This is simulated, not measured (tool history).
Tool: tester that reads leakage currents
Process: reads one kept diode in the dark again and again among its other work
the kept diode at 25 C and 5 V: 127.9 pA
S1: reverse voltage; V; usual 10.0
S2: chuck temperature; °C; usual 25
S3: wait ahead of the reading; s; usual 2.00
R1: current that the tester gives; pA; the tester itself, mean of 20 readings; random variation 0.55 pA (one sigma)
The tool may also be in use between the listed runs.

run 1 hour=0.0 | S1=10.0 S2=25 S3=2.00 | R1=208.80
run 2 hour=48.3 | S1=10.0 S2=25 S3=2.00 | R1=210.84
run 3 hour=109.8 | S1=3.8 S2=25 S3=2.00 | R1=124.35
run 4 hour=158.4 | S1=10.0 S2=40 S3=2.00 | R1=727.68
run 5 hour=189.3 | S1=10.0 S2=24 S3=2.00 | R1=195.37
run 6 hour=232.8 | S1=10.0 S2=25 S3=2.00 | R1=213.55
run 7 hour=280.9 | S1=10.0 S2=25 S3=2.00 | R1=214.81
run 8 hour=337.4 | S1=10.0 S2=43 S3=2.00 | R1=931.59
run 9 hour=371.0 | S1=10.0 S2=43 S3=2.00 | R1=931.64
-- hour=384.6 probe card cleaned and baked
run 10 hour=401.2 | S1=10.0 S2=49 S3=2.00 | R1=1472.54
run 11 hour=430.6 | S1=19.6 S2=21 S3=1.40 | R1=188.27
run 12 hour=474.4 | S1=19.6 S2=21 S3=1.40 | R1=188.58
run 13 hour=537.2 | S1=19.6 S2=21 S3=3.66 | R1=188.21
run 14 hour=584.3 | S1=19.6 S2=36 S3=2.60 | R1=721.30
run 15 hour=611.0 | S1=16.8 S2=31 S3=2.60 | R1=433.03
run 16 hour=663.4 | S1=16.8 S2=31 S3=2.60 | R1=436.56
run 17 hour=711.7 | S1=16.8 S2=36 S3=2.60 | R1=672.44
run 18 hour=754.0 | S1=5.8 S2=25 S3=2.00 | R1=149.42
run 19 hour=798.7 | S1=19.0 S2=25 S3=1.98 | R1=276.16
run 20 hour=838.8 | S1=1.3 S2=31 S3=2.89 | R1=120.23

5 ways to go on from here, each from the tool as it stands after run 20. What would each give?
run A hour=865.7 | S1=2.1 S2=38 S3=0.33 | R1=?
run B hour=865.7 | S1=4.5 S2=59 S3=2.89 | R1=?
run C hour=865.7 | S1=2.9 S2=34 S3=4.90 | R1=?
run D hour=865.7 | S1=14.0 S2=60 S3=4.66 | R1=?
run E hour=865.7 | S1=10.0 S2=59 S3=2.00 | R1=?

run=A R1=279.79
run=B R1=2144.98
run=C R1=235.52
run=D R1=4124.62
run=E R1=3188.47
Without the tool's hidden state the same runs would have given:
run=A R1=260.27
run=B R1=2016.03
run=C R1=218.33
run=D R1=3876.70
run=E R1=2995.94
